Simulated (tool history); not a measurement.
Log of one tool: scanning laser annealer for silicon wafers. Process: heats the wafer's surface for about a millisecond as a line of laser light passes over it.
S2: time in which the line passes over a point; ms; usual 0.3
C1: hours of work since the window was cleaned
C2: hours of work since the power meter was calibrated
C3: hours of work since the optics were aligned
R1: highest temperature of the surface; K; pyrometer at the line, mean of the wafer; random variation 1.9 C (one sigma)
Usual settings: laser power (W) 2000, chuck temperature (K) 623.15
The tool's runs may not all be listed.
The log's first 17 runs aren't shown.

{"hour": 121.1, "done": "window over the wafer cleaned"}
{"run": 18, "hour": 125.1, "laser power (W)": 1920, "S2": 0.27, "chuck temperature (K)": 623.15, "C1": 3, "C2": 244, "C3": 1171, "R1": 1379.15}
{"run": 19, "hour": 130.4, "laser power (W)": 1809, "S2": 0.267, "chuck temperature (K)": 618.15, "C1": 7, "C2": 248, "C3": 1175, "R1": 1328.15}
{"run": 20, "hour": 139.1, "laser power (W)": 1881, "S2": 0.23, "chuck temperature (K)": 621.15, "C1": 14, "C2": 255, "C3": 1182, "R1": 1307.15}
{"run": 21, "hour": 146.7, "laser power (W)": 2059, "S2": 0.355, "chuck temperature (K)": 648.15, "C1": 20, "C2": 261, "C3": 1188, "R1": 1570.15}
{"run": 22, "hour": 156.1, "laser power (W)": 1996, "S2": 0.283, "chuck temperature (K)": 649.15, "C1": 28, "C2": 269, "C3": 1196, "R1": 1450.15}
{"run": 23, "hour": 163.3, "laser power (W)": 1996, "S2": 0.283, "chuck temperature (K)": 649.15, "C1": 34, "C2": 274, "C3": 1202, "R1": 1447.15}
{"hour": 168.9, "done": "optics aligned, line set to its width"}
{"run": 24, "hour": 172.4, "laser power (W)": 1884, "S2": 0.283, "chuck temperature (K)": 633.15, "C1": 37, "C2": 278, "C3": 3, "R1": 1386.15}
{"run": 25, "hour": 180.9, "laser power (W)": 1915, "S2": 0.21, "chuck temperature (K)": 642.15, "C1": 44, "C2": 285, "C3": 10, "R1": 1303.15}
{"run": 26, "hour": 189.6, "laser power (W)": 2179, "S2": 0.217, "chuck temperature (K)": 658.15, "C1": 51, "C2": 291, "C3": 17, "R1": 1414.15}
{"run": 27, "hour": 196.8, "laser power (W)": 2000, "S2": 0.3, "chuck temperature (K)": 657.15, "C1": 57, "C2": 297, "C3": 22, "R1": 1474.15}
{"run": 28, "hour": 206.3, "laser power (W)": 2000, "S2": 0.3, "chuck temperature (K)": 657.15, "C1": 64, "C2": 305, "C3": 30, "R1": 1472.15}
{"run": 29, "hour": 211.1, "laser power (W)": 2193, "S2": 0.217, "chuck temperature (K)": 623.15, "C1": 68, "C2": 309, "C3": 34, "R1": 1385.15}
{"run": 30, "hour": 219.3, "laser power (W)": 1761, "S2": 0.264, "chuck temperature (K)": 623.15, "C1": 74, "C2": 315, "C3": 40, "R1": 1302.15}
{"hour": 228.4, "done": "optics aligned, line set to its width, once more"}
{"run": 31, "hour": 231.1, "laser power (W)": 2129, "S2": 0.313, "chuck temperature (K)": 610.15, "C1": 80, "C2": 321, "C3": 2, "R1": 1518.15}
{"run": 32, "hour": 240.8, "laser power (W)": 2120, "S2": 0.3, "chuck temperature (K)": 623.15, "C1": 88, "C2": 328, "C3": 10, "R1": 1509.15}
{"run": 33, "hour": 248.1, "laser power (W)": 2046, "S2": 0.3, "chuck temperature (K)": 623.15, "C1": 94, "C2": 334, "C3": 16, "R1": 1478.15}
{"run": 34, "hour": 252.5, "laser power (W)": 2109, "S2": 0.32, "chuck temperature (K)": 623.15, "C1": 97, "C2": 338, "C3": 19, "R1": 1530.15}
{"run": 35, "hour": 259.7, "laser power (W)": 1772, "S2": 0.357, "chuck temperature (K)": 621.15, "C1": 103, "C2": 344, "C3": 25, "R1": 1435.15}

5 ways to go on from here, each from the tool as it stands after run 35. What would each give?
{"run": "A", "hour": 264.2, "laser power (W)": 2000, "S2": 0.3, "chuck temperature (K)": 600.15, "C1": 106, "C2": 347, "C3": 29, "R1": "?"}
{"run": "B", "hour": 264.2, "laser power (W)": 1772, "S2": 0.309, "chuck temperature (K)": 590.15, "C1": 106, "C2": 347, "C3": 29, "R1": "?"}
{"run": "C", "hour": 264.2, "laser power (W)": 2155, "S2": 0.273, "chuck temperature (K)": 622.15, "C1": 106, "C2": 347, "C3": 29, "R1": "?"}
{"run": "D", "hour": 264.2, "laser power (W)": 2000, "S2": 0.264, "chuck temperature (K)": 623.15, "C1": 106, "C2": 347, "C3": 29, "R1": "?"}
{"run": "E", "hour": 264.2, "laser power (W)": 1772, "S2": 0.24, "chuck temperature (K)": 634.15, "C1": 106, "C2": 347, "C3": 29, "R1": "?"}

run=A R1=1435.15
run=B R1=1347.15
run=C R1=1475.15
run=D R1=1408.15
run=E R1=1301.15
Without the tool's hidden state the same runs would have given:
run=A R1=1437.15
run=B R1=1349.15
run=C R1=1477.15
run=D R1=1410.15
run=E R1=1303.15

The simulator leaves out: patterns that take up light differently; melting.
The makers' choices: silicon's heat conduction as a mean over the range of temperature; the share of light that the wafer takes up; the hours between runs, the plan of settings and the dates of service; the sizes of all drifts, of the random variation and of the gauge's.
